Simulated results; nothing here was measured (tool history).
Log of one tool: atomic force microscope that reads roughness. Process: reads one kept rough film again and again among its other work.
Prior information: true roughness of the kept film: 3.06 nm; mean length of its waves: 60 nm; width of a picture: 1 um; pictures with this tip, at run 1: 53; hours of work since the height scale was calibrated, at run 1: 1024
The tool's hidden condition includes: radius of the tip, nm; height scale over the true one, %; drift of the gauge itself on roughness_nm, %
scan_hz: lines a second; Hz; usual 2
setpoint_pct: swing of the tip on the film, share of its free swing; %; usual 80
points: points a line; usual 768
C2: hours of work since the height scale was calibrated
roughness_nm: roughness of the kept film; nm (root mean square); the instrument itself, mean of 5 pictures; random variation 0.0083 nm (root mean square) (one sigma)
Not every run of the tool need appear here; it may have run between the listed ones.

Run 1, day 0: usual settings; pictures with this tip 53; C2 1024. Result: roughness_nm 2.464 nm (root mean square).
Run 2, day 1.175: usual settings; pictures with this tip 95; C2 1040. Result: roughness_nm 2.443 nm (root mean square).
At day 1.35: new tip fitted.
Run 3, day 2.496: usual settings; pictures with this tip 41; C2 1058. Result: roughness_nm 2.465 nm (root mean square).
Run 4, day 3.888: usual settings but points 637; pictures with this tip 91; C2 1076. Result: roughness_nm 2.436 nm (root mean square).
At day 4.238: new tip fitted.
Run 5, day 6.225: usual settings but scan_hz 0.93 Hz; pictures with this tip 71; C2 1108. Result: roughness_nm 2.701 nm (root mean square).
At day 7.146: new tip fitted.
Run 6, day 8.533: usual settings; pictures with this tip 50; C2 1138. Result: roughness_nm 2.478 nm (root mean square).
At day 10.042: new tip fitted.
Run 7, day 10.554: usual settings; pictures with this tip 18; C2 1165. Result: roughness_nm 2.471 nm (root mean square).
Run 8, day 12.842: usual settings; pictures with this tip 100; C2 1196. Result: roughness_nm 2.449 nm (root mean square).
At day 13: new tip fitted.
Run 9, day 14.108: usual settings; pictures with this tip 39; C2 1213. Result: roughness_nm 2.488 nm (root mean square).
Run 10, day 15.317: usual settings but setpoint_pct 61 %; pictures with this tip 83; C2 1229. Result: roughness_nm 2.735 nm (root mean square).
At day 15.983: new tip fitted.
Run 11, day 17.862: usual settings; pictures with this tip 67; C2 1263. Result: roughness_nm 2.456 nm (root mean square).
At day 18.992: new tip fitted.
Run 12, day 19.417: usual settings but points 789; pictures with this tip 15; C2 1284. Result: roughness_nm 2.483 nm (root mean square).
Run 13, day 20.725: usual settings but setpoint_pct 86 %, points 789; pictures with this tip 62; C2 1301. Result: roughness_nm 2.323 nm (root mean square).
At day 21.867: new tip fitted.
Run 14, day 22.208: usual settings but setpoint_pct 86 %, points 789; pictures with this tip 12; C2 1321. Result: roughness_nm 2.34 nm (root mean square).
Run 15, day 23.875: usual settings but setpoint_pct 86 %, points 789; pictures with this tip 72; C2 1343. Result: roughness_nm 2.312 nm (root mean square).
At day 24.746: new tip fitted.
Run 16, day 26.104: usual settings but setpoint_pct 86 %, points 789; pictures with this tip 48; C2 1373. Result: roughness_nm 2.306 nm (root mean square).
At day 27.7: new tip fitted.
Run 17, day 27.938: usual settings; pictures with this tip 8; C2 1398. Result: roughness_nm 2.475 nm (root mean square).
Run 18, day 30.275: usual settings; pictures with this tip 92; C2 1429. Result: roughness_nm 2.435 nm (root mean square).
At day 30.667: new tip fitted.
Run 19, day 31.812: usual settings; pictures with this tip 41; C2 1450. Result: roughness_nm 2.449 nm (root mean square).
At day 33.533: new tip fitted.
Run 20, day 34.367: usual settings; pictures with this tip 30; C2 1484. Result: roughness_nm 2.47 nm (root mean square).
Run 21, day 35.742: usual settings but points 569; pictures with this tip 79; C2 1502. Result: roughness_nm 2.443 nm (root mean square).
At day 36.421: new tip fitted.
Run 22, day 37.383: usual settings but scan_hz 0.58 Hz, points 569; pictures with this tip 35; C2 1524. Result: roughness_nm 2.8 nm (root mean square).
At day 39.3: new tip fitted.
Run 23, day 39.967: usual settings but scan_hz 0.58 Hz, points 569; pictures with this tip 24; C2 1558. Result: roughness_nm 2.785 nm (root mean square).
At day 42.238: new tip fitted.
Run 24, day 42.475: usual settings but points 464; pictures with this tip 8; C2 1592. Result: roughness_nm 2.467 nm (root mean square).
Run 25, day 44.3: usual settings but points 464; pictures with this tip 74; C2 1617. Result: roughness_nm 2.446 nm (root mean square).
At day 45.167: new tip fitted.
Run 26, day 45.796: usual settings but points 518; pictures with this tip 22; C2 1636. Result: roughness_nm 2.464 nm (root mean square).
Run 27, day 47.633: usual settings but setpoint_pct 71 %; pictures with this tip 88; C2 1661. Result: roughness_nm 2.607 nm (root mean square).
At day 48.088: new tip fitted.
Run 28, day 49.717: usual settings but setpoint_pct 76 %, points 484; pictures with this tip 58; C2 1689. Result: roughness_nm 2.526 nm (root mean square).
At day 51.092: new tip fitted.
Run 29, day 51.467: usual settings but scan_hz 0.62 Hz, setpoint_pct 60 %, points 481; pictures with this tip 13; C2 1712. Result: roughness_nm 2.915 nm (root mean square).
Run 30, day 53.146: usual settings but scan_hz 0.62 Hz, setpoint_pct 60 %, points 481; pictures with this tip 74; C2 1735. Result: roughness_nm 2.87 nm (root mean square).
At day 53.929: new tip fitted.
Run 31, day 55.688: usual settings but scan_hz 0.62 Hz, setpoint_pct 60 %, points 481; pictures with this tip 63; C2 1769. Result: roughness_nm 2.886 nm (root mean square).
At day 56.962: new tip fitted.
Run 32, day 57.304: usual settings but scan_hz 0.62 Hz, setpoint_pct 60 %, points 481; pictures with this tip 12; C2 1790. Result: roughness_nm 2.889 nm (root mean square).
Run 33, day 59.317: usual settings but scan_hz 0.5 Hz, points 774; pictures with this tip 84; C2 1817. Result: roughness_nm 2.784 nm (root mean square).
At day 59.95: new tip fitted.
Run 34, day 61.379: usual settings but scan_hz 0.5 Hz, points 774; pictures with this tip 52; C2 1845. Result: roughness_nm 2.805 nm (root mean square).
At day 62.858: new tip fitted.
Run 35, day 63.575: usual settings but scan_hz 0.83 Hz; pictures with this tip 26; C2 1874. Result: roughness_nm 2.726 nm (root mean square).
At day 65.075: height scale calibrated on a step standard.
Run 36, day 65.646: usual settings but scan_hz 0.76 Hz; pictures with this tip 98; C2 8. Result: roughness_nm 2.755 nm (root mean square).
At day 65.867: new tip fitted.
Run 37, day 66.892: usual settings but scan_hz 0.76 Hz; pictures with this tip 36; C2 24. Result: roughness_nm 2.788 nm (root mean square).
Run 38, day 68.262: usual settings but setpoint_pct 55 %, points 257; pictures with this tip 85; C2 43. Result: roughness_nm 2.821 nm (root mean square).
At day 68.821: new tip fitted.
Run 39, day 69.638: usual settings but setpoint_pct 55 %, points 257; pictures with this tip 29; C2 61. Result: roughness_nm 2.858 nm (root mean square).
Run 40, day 71.238: usual settings but scan_hz 1.08 Hz, setpoint_pct 89 %, points 332; pictures with this tip 86; C2 82. Result: roughness_nm 2.534 nm (root mean square).
At day 71.771: new tip fitted.
Run 41, day 73.238: usual settings but scan_hz 0.67 Hz, points 342; pictures with this tip 52; C2 109. Result: roughness_nm 2.775 nm (root mean square).
At day 74.675: new tip fitted.
Run 42, day 74.925: usual settings but scan_hz 0.9 Hz, setpoint_pct 69 %, points 301; pictures with this tip 9; C2 132. Result: roughness_nm 2.84 nm (root mean square).
Run 43, day 77.2: usual settings but scan_hz 0.74 Hz, setpoint_pct 56 %, points 277; pictures with this tip 91; C2 162. Result: roughness_nm 2.896 nm (root mean square).
At day 77.525: new tip fitted.
Run 44, day 79.608: usual settings but scan_hz 0.84 Hz, setpoint_pct 62 %, points 358; pictures with this tip 74; C2 194. Result: roughness_nm 2.87 nm (root mean square).
At day 80.438: new tip fitted.
Run 45, day 81.529: usual settings but scan_hz 2.97 Hz, setpoint_pct 66 %, points 947; pictures with this tip 40; C2 220. Result: roughness_nm 2.636 nm (root mean square).
At day 83.279: new tip fitted.
Run 46, day 83.5: usual settings but scan_hz 3.09 Hz, points 1016; pictures with this tip 7; C2 246. Result: roughness_nm 2.292 nm (root mean square).
Run 47, day 85.792: usual settings but scan_hz 2.98 Hz, setpoint_pct 71 %; pictures with this tip 90; C2 277. Result: roughness_nm 2.482 nm (root mean square).
At day 86.208: new tip fitted.
Run 48, day 86.846: usual settings but scan_hz 1.4 Hz, points 343; pictures with this tip 23; C2 291. Result: roughness_nm 2.6 nm (root mean square).
At day 89.096: new tip fitted.
Run 49, day 89.233: usual settings but scan_hz 2.58 Hz, setpoint_pct 55 %, points 532; pictures with this tip 5; C2 323. Result: roughness_nm 2.83 nm (root mean square).
Run 50, day 90.692: usual settings but scan_hz 2.58 Hz, setpoint_pct 55 %, points 532; pictures with this tip 57; C2 342. Result: roughness_nm 2.811 nm (root mean square).

Below are 3 alternative next runs, each starting from the tool's condition after run 50. Predict each:
Run A, day 91.858: usual settings but scan_hz 2.01 Hz, setpoint_pct 55 %, points 460; pictures with this tip 99; C2 358. Result: roughness_nm ?.
Run B, day 91.858: usual settings but scan_hz 1.86 Hz; pictures with this tip 99; C2 358. Result: roughness_nm ?.
Run C, day 91.858: usual settings but scan_hz 3.2 Hz, setpoint_pct 61 %; pictures with this tip 99; C2 358. Result: roughness_nm ?.

run  roughness_nm
  A         2.822
  B         2.485
  C         2.664
With the hidden condition removed and each run's random variation left untouched, the same runs would have given:
run  roughness_nm
  A          2.88
  B         2.536
  C         2.718
